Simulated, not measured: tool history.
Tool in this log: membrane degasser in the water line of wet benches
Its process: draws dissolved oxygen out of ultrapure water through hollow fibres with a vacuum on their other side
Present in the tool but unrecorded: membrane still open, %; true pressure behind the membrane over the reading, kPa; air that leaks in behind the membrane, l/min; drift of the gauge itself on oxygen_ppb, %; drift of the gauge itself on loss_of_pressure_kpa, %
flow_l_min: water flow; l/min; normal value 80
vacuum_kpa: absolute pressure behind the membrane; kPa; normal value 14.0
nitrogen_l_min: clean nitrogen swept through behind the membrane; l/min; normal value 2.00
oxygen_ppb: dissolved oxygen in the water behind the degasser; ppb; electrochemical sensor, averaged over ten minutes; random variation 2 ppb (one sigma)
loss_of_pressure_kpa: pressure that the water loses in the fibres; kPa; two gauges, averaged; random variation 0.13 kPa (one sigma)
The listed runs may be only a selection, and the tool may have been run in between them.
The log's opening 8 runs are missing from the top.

run,day,flow_l_min,vacuum_kpa,nitrogen_l_min,hours since the membrane was changed,hours since the vacuum gauge was calibrated,hours since the vacuum lines were made tight,oxygen_ppb,loss_of_pressure_kpa
9,46.792,80,14.0,1.42,7852,662,3123,1083.1,35.84
10,50.892,80,34.5,1.42,7950,760,3222,2524.8,35.78
11,57.512,80,34.5,1.42,8109,919,3381,2511.5,35.82
12,63.021,80,14.0,2.00,8241,1051,3513,864.3,36.02
13,70.521,80,14.0,2.00,8421,1231,3693,862.7,35.75
14,77.000,60,14.0,2.00,8577,1387,3848,664.0,26.90
15,81.721,80,14.0,2.00,8690,1500,3962,862.3,35.95
16,88.583,62,14.0,2.00,8855,1665,4126,685.5,27.82
17,91.762,80,14.0,1.17,8931,1741,4203,1222.8,35.70
18,97.679,80,14.0,0.99,9073,1883,4345,1350.7,35.79
19,101.150,52,14.0,0.99,9156,1966,4428,988.9,23.27
20,107.346,111,32.9,3.86,9305,2115,4577,1651.5,49.74
21,111.933,118,30.9,3.42,9415,2225,4687,1793.7,52.63
22,118.283,78,34.1,2.45,9568,2377,4839,1743.0,34.75
23,124.938,83,34.1,0.84,9727,2537,4999,3380.9,36.90
24,128.542,83,34.1,0.84,9814,2624,5085,3357.5,37.04
25,133.742,83,34.1,0.84,9939,2748,5210,3359.4,37.01
26,137.671,95,29.1,2.00,10033,2843,5304,1998.1,42.51
# day 141.267: seals of the vacuum lines changed
27,142.558,95,29.1,2.00,10148,2958,31,2005.2,42.54
28,146.925,71,29.1,2.58,10253,3063,136,1351.7,31.93
29,151.488,71,29.1,2.58,10362,3172,245,1350.7,31.56
30,156.183,91,19.5,2.00,10475,3285,358,1354.6,40.59
31,162.312,96,24.3,0.88,10622,3432,505,2730.2,42.77

Consider 3 possible next runs. They are alternatives, not a sequence: every one starts from the tool as it was left by run 31. What does each give?
A,166.329,48,14.0,2.00,10719,3528,602,?,?
B,166.329,101,12.2,0.88,10719,3528,602,?,?
C,166.329,51,16.4,2.00,10719,3528,602,?,?

run,oxygen_ppb,loss_of_pressure_kpa
A,543.7,21.44
B,1466.0,45.24
C,690.1,22.84
With the hidden condition removed and each run's random variation left untouched, the same runs would have given:
run,oxygen_ppb,loss_of_pressure_kpa
A,543.6,21.43
B,1465.5,45.20
C,690.0,22.82
